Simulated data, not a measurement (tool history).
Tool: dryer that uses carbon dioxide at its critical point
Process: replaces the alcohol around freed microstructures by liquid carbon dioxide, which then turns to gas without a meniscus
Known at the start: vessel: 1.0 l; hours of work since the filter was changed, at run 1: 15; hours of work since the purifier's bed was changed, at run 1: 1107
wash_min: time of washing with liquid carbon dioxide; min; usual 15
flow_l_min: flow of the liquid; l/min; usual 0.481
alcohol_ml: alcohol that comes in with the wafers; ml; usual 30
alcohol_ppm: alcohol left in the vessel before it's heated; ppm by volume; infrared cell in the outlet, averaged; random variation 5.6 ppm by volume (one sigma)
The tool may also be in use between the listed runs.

run     day  wash_min  flow_l_min  alcohol_ml  hours of work since the filter was changed  hours of work since the purifier's bed was changed  alcohol_ppm
  1       0        15       0.481          30                                          15                                                1107          253
  2   1.246        15       0.481          30                                          37                                                1130          270
  3   2.496        15       0.481          30                                          60                                                1152          284
  4   3.579        15       0.481          29                                          79                                                1172          271
  5   4.912        15       0.481          29                                         104                                                1196          283
  6   6.192        15       0.481          29                                         127                                                1219          285
  7   7.567        15       0.481          29                                         152                                                1244          297
  8   8.446        15       0.481          30                                         167                                                1260          315
  9   9.875        15       0.481          30                                         193                                                1286          345
 10  10.533        15       0.481          26                                         205                                                1298          290
 11  11.304        15       0.481          26                                         219                                                1312          305
 12  12.471        12       0.535          30                                         240                                                1333          507
 13  13.854         9       0.509          87                                         265                                                1358         4395
 14  15.121         9       0.509          87                                         288                                                1381         4413
 15  15.996        15       0.532          39                                         304                                                1397          308
      16.95  -- purifier's bed changed
 16  17.054        18       0.595          39                                         321                                                   2           29
 17  18.254        18       0.595          74                                         343                                                  24           83
 18  19.658        18       0.564          74                                         368                                                  49          117
 19  20.692        22       0.677          31                                         387                                                  68           12
 20  21.867        18       0.677          31                                         408                                                  89           26

4 ways to go on from here, each from the tool as it stands after run 20. What would each give?
     22.017  -- inlet filter changed
  A  23.446        15       0.603          30                                          26                                                 117            ?
     22.017  -- inlet filter changed
  B  23.446        10        0.46         104                                          26                                                 117            ?
     22.017  -- inlet filter changed
  C  23.446        15       0.337          38                                          26                                                 117            ?
     22.017  -- inlet filter changed
  D  23.446        20       0.677          31                                          26                                                 117            ?

run  alcohol_ppm
  A           57
  B         4022
  C         1105
  D           16
Without the tool's hidden state the same runs would have given:
run  alcohol_ppm
  A           46
  B         3861
  C         1051
  D            8
